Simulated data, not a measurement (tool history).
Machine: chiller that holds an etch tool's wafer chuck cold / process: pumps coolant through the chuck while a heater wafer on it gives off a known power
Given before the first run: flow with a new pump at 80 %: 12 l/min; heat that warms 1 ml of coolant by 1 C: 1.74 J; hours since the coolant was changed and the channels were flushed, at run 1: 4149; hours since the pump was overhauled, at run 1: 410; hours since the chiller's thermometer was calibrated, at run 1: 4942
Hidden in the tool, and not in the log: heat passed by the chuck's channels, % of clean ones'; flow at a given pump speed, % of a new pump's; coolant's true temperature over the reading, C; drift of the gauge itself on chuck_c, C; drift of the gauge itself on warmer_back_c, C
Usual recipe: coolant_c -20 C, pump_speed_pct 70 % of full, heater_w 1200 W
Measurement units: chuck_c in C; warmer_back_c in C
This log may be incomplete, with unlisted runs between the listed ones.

run	hour	coolant_c	pump_speed_pct	heater_w	hours since the coolant was changed and the channels were flushed	hours since the pump was overhauled	hours since the chiller's thermometer was calibrated	chuck_c	warmer_back_c
1	0.0	-20	70	1200	4149	410	4942	-10.4	4.03
2	19.8	-20	70	1200	4169	430	4962	-10.5	4.03
3	49.1	-20	70	1200	4198	459	4992	-10.5	4.03
4	72.8	-20	70	1200	4222	483	5015	-10.4	4.08
5	90.6	-20	70	1200	4240	500	5033	-10.5	4.01
6	108.3	-20	70	1200	4258	518	5051	-10.6	4.01
7	137.2	-20	70	1200	4286	547	5080	-10.3	4.01
8	154.3	-22	69	1200	4303	564	5097	-12.4	4.10
9	176.9	-22	69	1200	4326	587	5119	-12.1	4.09
10	191.3	-19	70	1200	4340	601	5134	-9.4	4.02
11	204.0	-29	71	1200	4353	614	5146	-19.5	3.96
12	220.9	-29	71	1200	4370	631	5163	-19.5	3.91

Branching from run 12: 3 alternative next runs. What would each branch give?
A	245.0	-12	78	1018	4394	655	5187	?	?
B	245.0	-29	71	1365	4394	655	5187	?	?
C	245.0	-20	64	856	4394	655	5187	?	?

run	chuck_c	warmer_back_c
A	-4.6	3.02
B	-18.1	4.48
C	-12.7	3.19
With the hidden condition removed and each run's random variation left untouched, the same runs would have given:
run	chuck_c	warmer_back_c
A	-4.3	2.99
B	-18.0	4.44
C	-12.4	3.16
